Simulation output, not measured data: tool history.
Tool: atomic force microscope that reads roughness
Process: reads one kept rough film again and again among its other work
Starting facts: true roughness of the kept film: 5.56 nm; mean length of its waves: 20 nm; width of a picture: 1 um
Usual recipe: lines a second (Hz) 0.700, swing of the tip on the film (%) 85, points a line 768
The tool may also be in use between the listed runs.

run    hour  lines a second (Hz)  swing of the tip on the film (%)  points a line  roughness of the kept film (nm (root mean square))
  1     0.0                0.700                                85            768                                               3.771
  2    26.3                0.700                                85            768                                               3.094
  3    59.1                0.700                                86            768                                               2.563
  4   100.6                0.700                                86            768                                               2.050
      128.6  -- new tip fitted
  5   142.4                0.700                                86            768                                               3.355
  6   171.6                0.700                                85            768                                               2.826
  7   196.2                0.700                                85            768                                               2.479
  8   225.0                0.700                                85            768                                               2.163
  9   244.9                0.700                                85            768                                               1.977
      257.2  -- new tip fitted
 10   270.8                0.700                                85            262                                               3.342
 11   305.7                0.700                                85            262                                               2.604
 12   327.8                0.700                                85            768                                               2.344
 13   347.2                0.700                                85            768                                               2.130
 14   371.3                0.700                                66            768                                               1.974
      386.2  -- new tip fitted
 15   403.9                0.700                                66            768                                               3.411
 16   439.5                0.700                                66            768                                               2.723
 17   472.8                0.700                                85            768                                               2.207
 18   505.6                0.700                                85            768                                               1.901
      516.2  -- new tip fitted
 19   536.7                1.044                                85            768                                               3.187
 20   558.3                1.651                                85            768                                               2.661
 21   578.6                0.509                                85            768                                               2.525
 22   615.9                1.384                                85            768                                               2.021
      620.0  -- height scale calibrated on a step standard
 23   640.3                1.068                                85            768                                               1.831
      647.4  -- new tip fitted
 24   673.0                0.700                                85            768                                               3.076
 25   699.6                0.700                                85            768                                               2.611
 26   732.3                0.700                                85            768                                               2.181
      765.9  -- height scale calibrated on a step standard, once more
 27   774.3                1.555                                68            272                                               1.771
      778.0  -- new tip fitted
 28   796.7                1.555                                68            272                                               3.219
 29   838.4                1.881                                85            452                                               2.317
 30   869.6                1.881                                85            452                                               1.977
      905.4  -- new tip fitted
 31   905.4                1.881                                85            452                                               3.434
 32   923.2                0.691                                85            412                                               3.216
 33   945.1                0.700                                61            313                                               2.820
 34   964.7                0.700                                61            313                                               2.573
 35   993.2                0.700                                78            768                                               2.202
 36  1029.6                0.700                                78            768                                               1.891
     1033.2  -- new tip fitted
 37  1063.9                0.967                                75            838                                               2.886
 38  1086.1                0.967                                75            838                                               2.502
 39  1130.0                1.558                                62            838                                               2.021
     1160.7  -- new tip fitted
 40  1160.9                3.179                                85            938                                               3.226
 41  1192.0                1.261                                71            938                                               3.010
 42  1218.8                2.188                                57            938                                               2.599
 43  1261.6                0.882                                86            452                                               2.050
     1288.2  -- new tip fitted
 44  1299.1                3.455                                85            277                                               2.831
 45  1331.6                1.011                                82            532                                               2.685
 46  1368.5                1.011                                82            532                                               2.152
 47  1410.2                1.011                                80            884                                               1.835
     1416.3  -- new tip fitted
 48  1440.2                0.793                                85            316                                               3.066
 49  1468.3                0.793                                85            316                                               2.565
 50  1491.5                1.360                                64            466                                               2.356
 51  1525.0                1.534                                75            692                                               1.940

Forecast each of these 3 alternatives for the next run:
     1543.7  -- new tip fitted
  A  1543.7                1.534                                78            273                                                   ?
     1543.7  -- new tip fitted
  B  1543.7                0.648                                75            692                                                   ?
     1543.7  -- new tip fitted
  C  1543.7                0.700                                68            768                                                   ?

run  roughness of the kept film (nm (root mean square))
  A                                               3.566
  B                                               3.825
  C                                               3.869
Take away the tool's hidden state, keep each run's random variation, and the runs would have read:
run  roughness of the kept film (nm (root mean square))
  A                                               3.616
  B                                               3.879
  C                                               3.923

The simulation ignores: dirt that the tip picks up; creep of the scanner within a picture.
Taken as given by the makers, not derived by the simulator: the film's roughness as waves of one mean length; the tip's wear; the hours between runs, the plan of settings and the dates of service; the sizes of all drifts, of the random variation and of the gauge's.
